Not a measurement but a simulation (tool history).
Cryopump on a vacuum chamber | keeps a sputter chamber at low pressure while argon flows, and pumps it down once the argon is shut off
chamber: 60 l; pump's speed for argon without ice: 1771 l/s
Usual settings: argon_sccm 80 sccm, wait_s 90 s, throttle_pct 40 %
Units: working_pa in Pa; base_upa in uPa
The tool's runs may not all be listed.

| run | hour | argon_sccm | wait_s | throttle_pct | working_pa | base_upa |
|---|---|---|---|---|---|---|
| 1 | 0 | 80 | 90 | 40 | 0.2188 | 1.24 |
| 2 | 25 | 80 | 181 | 40 | 0.2174 | 0.88 |
| 3 | 40.3 | 80 | 27 | 40 | 0.2195 | 2.71 |
| 4 | 63 | 80 | 226 | 40 | 0.2228 | 0.91 |
|  | 84.9 | pump warmed up, emptied and cooled again |
| 5 | 84.9 | 80 | 90 | 40 | 0.1903 | 1.1 |
| 6 | 105.3 | 80 | 90 | 58 | 0.1345 | 1.1 |
| 7 | 119.5 | 106 | 90 | 40 | 0.2573 | 1.07 |
| 8 | 144.8 | 106 | 90 | 40 | 0.2574 | 1.08 |
| 9 | 166.1 | 81 | 90 | 40 | 0.1974 | 1.15 |
| 10 | 186 | 81 | 90 | 40 | 0.1995 | 1.16 |
| 11 | 207.8 | 81 | 90 | 40 | 0.1997 | 1.1 |
| 12 | 223.4 | 62 | 291 | 21 | 0.2842 | 0.69 |
| 13 | 243 | 62 | 291 | 21 | 0.2853 | 0.7 |
| 14 | 257.2 | 62 | 291 | 21 | 0.2881 | 0.72 |
| 15 | 277.7 | 152 | 46 | 40 | 0.3762 | 1.82 |
| 16 | 303.1 | 121 | 90 | 40 | 0.3026 | 1.16 |
| 17 | 320 | 45 | 199 | 45 | 0.1007 | 0.85 |
| 18 | 344.2 | 45 | 199 | 17 | 0.2599 | 0.87 |

The same runs without the tool's hidden state, with the same run-to-run variation:
The hidden state here: pump's speed, % of a pump's without ice; cold plate's temperature, K; leak into the chamber, uPa l/s; drift of the gauge itself on working_pa, %; drift of the gauge itself on base_upa, %.
| run | working_pa | base_upa |
|---|---|---|
| 1 | 0.1931 | 0.83 |
| 2 | 0.1904 | 0.45 |
| 3 | 0.1914 | 2.27 |
| 4 | 0.193 | 0.45 |
| 5 | 0.1892 | 0.82 |
| 6 | 0.1327 | 0.81 |
| 7 | 0.2543 | 0.77 |
| 8 | 0.253 | 0.78 |
| 9 | 0.1933 | 0.83 |
| 10 | 0.1945 | 0.84 |
| 11 | 0.1939 | 0.78 |
| 12 | 0.2793 | 0.36 |
| 13 | 0.2798 | 0.36 |
| 14 | 0.2821 | 0.37 |
| 15 | 0.3599 | 1.46 |
| 16 | 0.288 | 0.79 |
| 17 | 0.0949 | 0.47 |
| 18 | 0.2534 | 0.49 |

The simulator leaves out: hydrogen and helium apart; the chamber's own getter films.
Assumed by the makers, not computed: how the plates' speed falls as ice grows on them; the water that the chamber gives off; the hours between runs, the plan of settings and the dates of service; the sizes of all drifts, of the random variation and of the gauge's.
